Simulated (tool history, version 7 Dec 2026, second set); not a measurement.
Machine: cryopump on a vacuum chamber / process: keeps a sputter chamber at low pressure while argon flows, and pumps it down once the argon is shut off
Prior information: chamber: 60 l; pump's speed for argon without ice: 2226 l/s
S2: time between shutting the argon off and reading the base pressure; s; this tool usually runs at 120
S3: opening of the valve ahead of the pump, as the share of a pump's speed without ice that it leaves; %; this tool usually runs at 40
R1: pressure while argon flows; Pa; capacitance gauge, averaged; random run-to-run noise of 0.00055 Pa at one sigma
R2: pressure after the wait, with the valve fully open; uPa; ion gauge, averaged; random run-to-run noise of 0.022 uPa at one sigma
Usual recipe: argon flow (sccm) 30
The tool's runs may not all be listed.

Run 1, hour 0.0: usual settings. Result: R1 0.0576 Pa, R2 0.99 uPa.
Run 2, hour 79.9: usual settings. Result: R1 0.0574 Pa, R2 1.03 uPa.
Run 3, hour 118.4: usual settings. Result: R1 0.0589 Pa, R2 1.04 uPa.
Run 4, hour 185.4: usual settings. Result: R1 0.0589 Pa, R2 1.15 uPa.
Run 5, hour 249.8: usual settings. Result: R1 0.0596 Pa, R2 1.11 uPa.
Run 6, hour 326.1: usual settings but argon flow (sccm) 24. Result: R1 0.0486 Pa, R2 1.18 uPa.
Run 7, hour 362.4: usual settings but S2 48 s. Result: R1 0.0602 Pa, R2 1.91 uPa.
Run 8, hour 443.4: usual settings but S2 48 s. Result: R1 0.0615 Pa, R2 1.97 uPa.
Run 9, hour 482.4: usual settings but S2 48 s. Result: R1 0.0605 Pa, R2 2.06 uPa.
Run 10, hour 536.5: usual settings but argon flow (sccm) 18, S2 48 s, S3 25 %. Result: R1 0.0574 Pa, R2 2.04 uPa.
At hour 560.1: pump warmed up, emptied and cooled again.
Run 11, hour 613.7: usual settings but argon flow (sccm) 18, S2 188 s, S3 36 %. Result: R1 0.0381 Pa, R2 1.03 uPa.
Run 12, hour 688.9: usual settings but argon flow (sccm) 32, S2 42 s, S3 36 %. Result: R1 0.0697 Pa, R2 2.16 uPa.
Run 13, hour 751.2: usual settings but argon flow (sccm) 12, S2 106 s, S3 19 %. Result: R1 0.0485 Pa, R2 1.42 uPa.
Run 14, hour 818.0: usual settings but argon flow (sccm) 40, S2 31 s, S3 46 %. Result: R1 0.0679 Pa, R2 2.71 uPa.
Run 15, hour 884.7: usual settings but argon flow (sccm) 14, S2 289 s, S3 59 %. Result: R1 0.0202 Pa, R2 1.19 uPa.
Run 16, hour 924.4: usual settings but argon flow (sccm) 43, S2 284 s, S3 54 %. Result: R1 0.0651 Pa, R2 1.25 uPa.
Run 17, hour 982.6: usual settings but argon flow (sccm) 43, S2 284 s, S3 54 %. Result: R1 0.0666 Pa, R2 1.23 uPa.

3 ways to go on from here, each from the tool as it stands after run 17. What would each give?
Run A, hour 1054.0: usual settings but S2 119 s, S3 22 %. Result: R1 ?, R2 ?.
Run B, hour 1054.0: usual settings but argon flow (sccm) 21, S2 41 s, S3 37 %. Result: R1 ?, R2 ?.
Run C, hour 1054.0: usual settings but argon flow (sccm) 40, S2 284 s, S3 30 %. Result: R1 ?, R2 ?.

run      R1    R2
  A  0.1077  1.61
  B  0.0459  2.48
  C  0.1055  1.27
What these runs would have given with no unlogged condition in the tool:
run      R1    R2
  A  0.1040  0.64
  B  0.0433  1.51
  C  0.1006  0.32

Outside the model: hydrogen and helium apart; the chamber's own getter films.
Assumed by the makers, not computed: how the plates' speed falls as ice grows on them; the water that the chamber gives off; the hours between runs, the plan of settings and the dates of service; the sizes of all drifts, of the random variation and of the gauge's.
